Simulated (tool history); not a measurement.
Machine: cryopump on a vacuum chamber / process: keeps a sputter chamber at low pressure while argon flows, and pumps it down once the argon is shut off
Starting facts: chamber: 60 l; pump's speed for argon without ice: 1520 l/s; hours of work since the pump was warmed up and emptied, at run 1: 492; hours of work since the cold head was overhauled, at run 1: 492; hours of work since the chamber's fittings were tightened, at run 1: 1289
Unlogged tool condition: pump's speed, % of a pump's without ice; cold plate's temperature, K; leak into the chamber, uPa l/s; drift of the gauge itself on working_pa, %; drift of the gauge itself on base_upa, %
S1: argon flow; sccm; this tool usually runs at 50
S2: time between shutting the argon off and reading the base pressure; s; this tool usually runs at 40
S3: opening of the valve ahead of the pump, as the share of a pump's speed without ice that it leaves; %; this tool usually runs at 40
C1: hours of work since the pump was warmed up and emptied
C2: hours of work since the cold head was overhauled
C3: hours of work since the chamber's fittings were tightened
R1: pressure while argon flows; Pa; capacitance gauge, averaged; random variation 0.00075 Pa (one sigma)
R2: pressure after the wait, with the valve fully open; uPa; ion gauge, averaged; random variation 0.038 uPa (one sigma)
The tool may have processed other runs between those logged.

run	hour	S1	S2	S3	C1	C2	C3	R1	R2
1	0	50	40	40	492	492	1289	0.1433	3.78
2	20.8	50	40	40	510	510	1308	0.1415	3.74
3	38.2	50	40	40	525	525	1323	0.1445	3.76
4	53.9	22	40	40	539	539	1336	0.0634	3.91
5	78.7	22	27	40	560	560	1358	0.0641	4.94
6	99.1	50	40	40	578	578	1376	0.145	3.95
7	118.4	50	40	40	595	595	1392	0.1446	3.97
8	139.8	50	40	40	613	613	1411	0.1455	3.91
9	153.7	50	40	19	625	625	1423	0.2989	3.97
10	164.4	50	40	19	635	635	1432	0.2977	4.08
11	187.1	50	40	19	654	654	1452	0.3002	4.2
12	209.7	50	149	40	674	674	1472	0.1457	2.64
13	231	50	61	40	693	693	1490	0.1453	3.53
14	252.3	71	61	40	711	711	1509	0.2075	3.39
15	272.4	50	40	40	729	729	1526	0.1461	4.18
16	297.5	50	40	40	750	750	1548	0.1461	4.21
17	316.9	50	281	53	767	767	1565	0.1125	2.57
18	333.2	36	281	53	781	781	1579	0.0807	2.59
19	355.3	91	94	20	801	801	1598	0.523	3.21
20	379.5	50	72	15	822	822	1619	0.3808	3.46
21	390.1	50	53	34	831	831	1629	0.1733	3.87
22	405.8	49	34	26	845	845	1642	0.2176	4.71
23	419	54	90	18	856	856	1654	0.3436	3.31
24	432.6	54	90	18	868	868	1666	0.3439	3.4
25	448.5	24	211	20	882	882	1679	0.1369	2.85
26	463.2	95	141	25	894	894	1692	0.4419	3.07
27	478.2	69	27	17	907	907	1705	0.4654	5.37
28	503.7	69	27	17	930	930	1727	0.4656	5.69
29	516.3	50	91	58	941	941	1738	0.1062	3.5
# hour 544.1: pump warmed up, emptied and cooled again
30	546.3	50	107	27	2	962	1760	0.2077	3.02
31	569.6	50	107	27	22	983	1780	0.2054	3.1
32	588.9	57	69	40	39	999	1797	0.1591	3.53

Below are 3 alternative next runs, each starting from the tool's condition after run 32. Predict each:
A	606.8	50	40	16	54	1015	1813	?	?
B	606.8	91	40	40	54	1015	1813	?	?
C	606.8	98	69	40	54	1015	1813	?	?

run	R1	R2
A	0.3473	4.42
B	0.2574	4.31
C	0.276	3.49
What these runs would have given with no unlogged condition in the tool:
run	R1	R2
A	0.3455	2.21
B	0.254	2.15
C	0.2723	1.32
